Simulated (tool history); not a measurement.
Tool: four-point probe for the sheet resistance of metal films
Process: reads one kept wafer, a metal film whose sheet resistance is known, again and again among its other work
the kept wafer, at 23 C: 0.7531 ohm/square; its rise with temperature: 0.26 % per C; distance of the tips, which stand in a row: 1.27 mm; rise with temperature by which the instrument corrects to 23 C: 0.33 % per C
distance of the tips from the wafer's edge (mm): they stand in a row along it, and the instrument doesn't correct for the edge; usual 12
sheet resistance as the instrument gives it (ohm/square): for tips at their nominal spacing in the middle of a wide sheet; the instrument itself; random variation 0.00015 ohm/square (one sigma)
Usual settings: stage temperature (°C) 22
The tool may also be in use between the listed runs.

run	hour	stage temperature (°C)	distance of the tips from the wafer's edge (mm)	sheet resistance as the instrument gives it (ohm/square)
1	0	22	12	0.756816
2	15.3	22	12	0.756689
3	29.7	22	12	0.75653
4	47.3	22	12	0.756363
5	63.4	22	12	0.756204
6	72.5	22	9	0.760149
7	87.1	22	9	0.75985
8	97.8	22	12	0.756501
9	112.2	19	12	0.757947
10	127.8	19	12	0.757841
11	140.6	22	5	0.777168
12	150.1	24	5	0.775629
13	160	26	23	0.750726
14	168.2	26	23	0.750943
15	184.2	22	3	0.817197
16	193.5	22	3	0.81715
17	206.8	28	12	0.752699
18	221.5	28	12	0.752923
19	239.8	32	7	0.759207
20	253.4	28	71	0.748393
21	263.3	18	14	0.756579
22	272.1	18	14	0.757049
23	290.3	19	4	0.791543

Forecast each of these 5 alternatives for the next run:
A	304.5	20	4	?
B	304.5	33	8	?
C	304.5	20	12	?
D	304.5	26	55	?
E	304.5	30	72	?

run	sheet resistance as the instrument gives it (ohm/square)
A	0.791048
B	0.755763
C	0.756772
D	0.749442
E	0.74747
Without the tool's hidden state the same runs would have given:
run	sheet resistance as the instrument gives it (ohm/square)
A	0.793518
B	0.758118
C	0.759142
D	0.751785
E	0.749804
